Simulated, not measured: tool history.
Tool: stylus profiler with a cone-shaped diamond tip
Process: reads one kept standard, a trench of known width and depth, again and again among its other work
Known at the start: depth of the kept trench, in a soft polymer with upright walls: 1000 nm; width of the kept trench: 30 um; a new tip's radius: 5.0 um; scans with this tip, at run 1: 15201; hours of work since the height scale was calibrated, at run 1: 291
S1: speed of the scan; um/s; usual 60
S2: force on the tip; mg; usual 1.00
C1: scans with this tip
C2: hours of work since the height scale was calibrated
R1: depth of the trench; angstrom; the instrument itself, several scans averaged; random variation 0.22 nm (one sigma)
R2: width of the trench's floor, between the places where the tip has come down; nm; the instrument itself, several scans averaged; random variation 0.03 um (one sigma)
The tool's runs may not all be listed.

{"run": 1, "day": 0.0, "S1": 60, "S2": 1.0, "C1": 15201, "C2": 291, "R1": 10032.6, "R2": 23570}
{"run": 2, "day": 3.212, "S1": 60, "S2": 1.0, "C1": 15779, "C2": 347, "R1": 10032.8, "R2": 23530}
{"run": 3, "day": 4.983, "S1": 140, "S2": 1.0, "C1": 16098, "C2": 377, "R1": 10033.8, "R2": 22840}
{"run": 4, "day": 8.379, "S1": 60, "S2": 1.0, "C1": 16709, "C2": 436, "R1": 10035.3, "R2": 23550}
{"run": 5, "day": 11.754, "S1": 60, "S2": 2.34, "C1": 17316, "C2": 494, "R1": 10058.0, "R2": 23690}
{"run": 6, "day": 14.921, "S1": 60, "S2": 2.34, "C1": 17886, "C2": 548, "R1": 10061.8, "R2": 23630}
{"run": 7, "day": 17.071, "S1": 60, "S2": 1.0, "C1": 18273, "C2": 586, "R1": 10035.6, "R2": 23450}
{"run": 8, "day": 19.492, "S1": 60, "S2": 1.0, "C1": 18709, "C2": 627, "R1": 10030.9, "R2": 23470}
{"run": 9, "day": 21.012, "S1": 113, "S2": 1.0, "C1": 18982, "C2": 654, "R1": 10040.3, "R2": 23090}
{"run": 10, "day": 24.292, "S1": 113, "S2": 1.0, "C1": 19572, "C2": 710, "R1": 10031.2, "R2": 23100}
{"run": 11, "day": 26.912, "S1": 113, "S2": 1.0, "C1": 20044, "C2": 755, "R1": 10034.9, "R2": 23070}
{"run": 12, "day": 30.2, "S1": 43, "S2": 1.0, "C1": 20636, "C2": 812, "R1": 10032.9, "R2": 23660}
{"run": 13, "day": 32.938, "S1": 43, "S2": 1.0, "C1": 21128, "C2": 859, "R1": 10033.6, "R2": 23660}
{"run": 14, "day": 35.554, "S1": 60, "S2": 1.0, "C1": 21599, "C2": 904, "R1": 10030.8, "R2": 23480}
{"run": 15, "day": 37.496, "S1": 38, "S2": 1.0, "C1": 21948, "C2": 938, "R1": 10035.0, "R2": 23650}
{"run": 16, "day": 39.862, "S1": 38, "S2": 1.0, "C1": 22374, "C2": 979, "R1": 10032.2, "R2": 23700}
{"run": 17, "day": 41.654, "S1": 60, "S2": 1.0, "C1": 22696, "C2": 1009, "R1": 10032.8, "R2": 23470}
{"run": 18, "day": 43.538, "S1": 60, "S2": 1.0, "C1": 23036, "C2": 1042, "R1": 10034.8, "R2": 23500}
{"day": 45.175, "done": "height scale calibrated on a step standard"}
{"run": 19, "day": 46.921, "S1": 65, "S2": 1.0, "C1": 23641, "C2": 30, "R1": 10033.0, "R2": 23470}
{"run": 20, "day": 48.6, "S1": 65, "S2": 1.0, "C1": 23943, "C2": 59, "R1": 10031.9, "R2": 23430}
{"run": 21, "day": 51.779, "S1": 65, "S2": 1.0, "C1": 24515, "C2": 114, "R1": 10034.9, "R2": 23460}
{"run": 22, "day": 53.7, "S1": 65, "S2": 1.0, "C1": 24860, "C2": 147, "R1": 10035.1, "R2": 23450}
{"run": 23, "day": 56.288, "S1": 60, "S2": 1.0, "C1": 25326, "C2": 192, "R1": 10031.0, "R2": 23520}
{"run": 24, "day": 58.946, "S1": 60, "S2": 1.0, "C1": 25804, "C2": 237, "R1": 10033.5, "R2": 23470}
{"run": 25, "day": 62.671, "S1": 156, "S2": 0.38, "C1": 26475, "C2": 302, "R1": 10017.3, "R2": 21990}
{"run": 26, "day": 64.588, "S1": 104, "S2": 0.85, "C1": 26820, "C2": 335, "R1": 10031.6, "R2": 23010}
{"run": 27, "day": 68.15, "S1": 65, "S2": 1.31, "C1": 27461, "C2": 396, "R1": 10041.8, "R2": 23530}
{"run": 28, "day": 71.658, "S1": 150, "S2": 1.21, "C1": 28092, "C2": 457, "R1": 10038.5, "R2": 22870}
{"run": 29, "day": 73.462, "S1": 25, "S2": 0.66, "C1": 28417, "C2": 488, "R1": 10025.0, "R2": 23750}
{"run": 30, "day": 76.767, "S1": 166, "S2": 0.66, "C1": 29011, "C2": 545, "R1": 10031.6, "R2": 22320}
{"run": 31, "day": 79.775, "S1": 63, "S2": 0.35, "C1": 29553, "C2": 597, "R1": 10017.8, "R2": 23080}
{"run": 32, "day": 82.967, "S1": 138, "S2": 0.77, "C1": 30127, "C2": 652, "R1": 10030.6, "R2": 22700}
{"run": 33, "day": 85.833, "S1": 138, "S2": 1.49, "C1": 30643, "C2": 701, "R1": 10043.5, "R2": 23060}
{"run": 34, "day": 88.358, "S1": 92, "S2": 0.64, "C1": 31098, "C2": 745, "R1": 10029.1, "R2": 23050}
{"run": 35, "day": 91.592, "S1": 92, "S2": 0.64, "C1": 31680, "C2": 800, "R1": 10026.4, "R2": 23030}
{"day": 92.446, "done": "new tip fitted, height scale calibrated"}
{"run": 36, "day": 93.921, "S1": 92, "S2": 0.64, "C1": 265, "C2": 25, "R1": 10026.1, "R2": 23070}
{"run": 37, "day": 95.946, "S1": 109, "S2": 1.0, "C1": 630, "C2": 60, "R1": 10033.1, "R2": 23120}
{"run": 38, "day": 97.896, "S1": 109, "S2": 1.0, "C1": 980, "C2": 94, "R1": 10035.0, "R2": 23130}
{"run": 39, "day": 100.338, "S1": 60, "S2": 1.48, "C1": 1420, "C2": 136, "R1": 10046.8, "R2": 23650}
{"run": 40, "day": 103.642, "S1": 60, "S2": 1.48, "C1": 2014, "C2": 193, "R1": 10042.1, "R2": 23580}
{"run": 41, "day": 105.708, "S1": 60, "S2": 1.48, "C1": 2387, "C2": 229, "R1": 10041.5, "R2": 23630}
{"run": 42, "day": 107.904, "S1": 17, "S2": 1.05, "C1": 2782, "C2": 267, "R1": 10034.9, "R2": 23890}
{"run": 43, "day": 111.4, "S1": 23, "S2": 1.92, "C1": 3411, "C2": 327, "R1": 10054.1, "R2": 23890}
{"run": 44, "day": 113.504, "S1": 23, "S2": 1.92, "C1": 3789, "C2": 363, "R1": 10052.7, "R2": 23880}
{"run": 45, "day": 115.079, "S1": 27, "S2": 1.84, "C1": 4073, "C2": 390, "R1": 10048.0, "R2": 23830}
{"run": 46, "day": 117.571, "S1": 22, "S2": 0.75, "C1": 4521, "C2": 433, "R1": 10030.8, "R2": 23820}

Forecast each of these 3 alternatives for the next run:
{"run": "A", "day": 120.517, "S1": 131, "S2": 0.35, "C1": 5051, "C2": 484, "R1": "?", "R2": "?"}
{"run": "B", "day": 120.517, "S1": 27, "S2": 0.75, "C1": 5051, "C2": 484, "R1": "?", "R2": "?"}
{"run": "C", "day": 120.517, "S1": 41, "S2": 1.23, "C1": 5051, "C2": 484, "R1": "?", "R2": "?"}

run=A R1=10016.7 R2=22200
run=B R1=10028.6 R2=23740
run=C R1=10034.4 R2=23670
Without the tool's hidden state the same runs would have given:
run=A R1=10016.8 R2=22200
run=B R1=10028.7 R2=23740
run=C R1=10034.5 R2=23680
